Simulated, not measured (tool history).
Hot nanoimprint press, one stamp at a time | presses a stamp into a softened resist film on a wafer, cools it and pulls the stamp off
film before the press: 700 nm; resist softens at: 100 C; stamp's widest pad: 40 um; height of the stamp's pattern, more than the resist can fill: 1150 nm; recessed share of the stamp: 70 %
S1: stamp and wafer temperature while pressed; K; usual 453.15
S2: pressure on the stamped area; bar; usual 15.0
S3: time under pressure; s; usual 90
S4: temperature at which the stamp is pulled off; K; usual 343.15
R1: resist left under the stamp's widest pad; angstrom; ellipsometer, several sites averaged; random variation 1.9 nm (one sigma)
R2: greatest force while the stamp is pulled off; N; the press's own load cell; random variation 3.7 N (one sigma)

run,hour,S1,S2,S3,S4,R1,R2
1,0.0,453.15,15.0,90,343.15,3820,171
2,13.9,453.15,15.0,90,343.15,3869,174
3,21.9,453.15,11.5,90,343.15,4352,177
4,36.8,453.15,15.0,90,343.15,3870,180
5,43.7,453.15,15.0,90,343.15,3822,176
6,58.3,453.15,15.0,90,343.15,3838,183
7,68.9,453.15,21.2,90,343.15,3254,178
8,82.7,453.15,15.0,90,336.15,3835,188
9,90.4,463.15,15.0,90,343.15,2941,177
10,102.8,453.15,15.0,49,343.15,4595,176
11,117.0,453.15,15.0,90,343.15,3878,171
12,130.4,453.15,15.0,90,343.15,3878,177
13,141.9,453.15,15.0,90,343.15,3926,175
14,149.6,453.15,15.0,90,343.15,3881,177
15,166.3,453.15,15.0,67,343.15,4269,177
16,175.9,453.15,15.0,90,340.15,3895,181
17,189.8,453.15,15.0,90,340.15,3888,183
18,204.8,453.15,15.0,92,343.15,3902,172
19,220.0,453.15,15.0,155,338.15,3304,187
20,232.7,453.15,15.0,79,343.15,4065,178
21,241.8,459.15,9.2,71,343.15,4507,177
22,258.0,459.15,16.0,71,346.15,3493,174
23,269.3,459.15,16.0,71,346.15,3523,175
24,278.3,442.15,21.7,56,350.15,4933,169
25,290.2,441.15,18.3,84,343.15,4912,176
26,306.8,454.15,12.7,92,328.15,3980,200
27,323.2,453.15,11.0,90,333.15,4435,201
28,336.5,453.15,11.0,90,333.15,4368,198
29,352.3,453.15,11.0,90,333.15,4412,198

Not shown: 1 entry that the log had between the listed runs. Between which runs, and how does the tool's hidden state differ before and after?
Between runs 23 and 24: gauge calibrated (hour 278.2)
  drift of the gauge itself on residual_nm, %: 2.42 -> 0
  measured less the result without the state, R1: +89 -> +8 angstrom
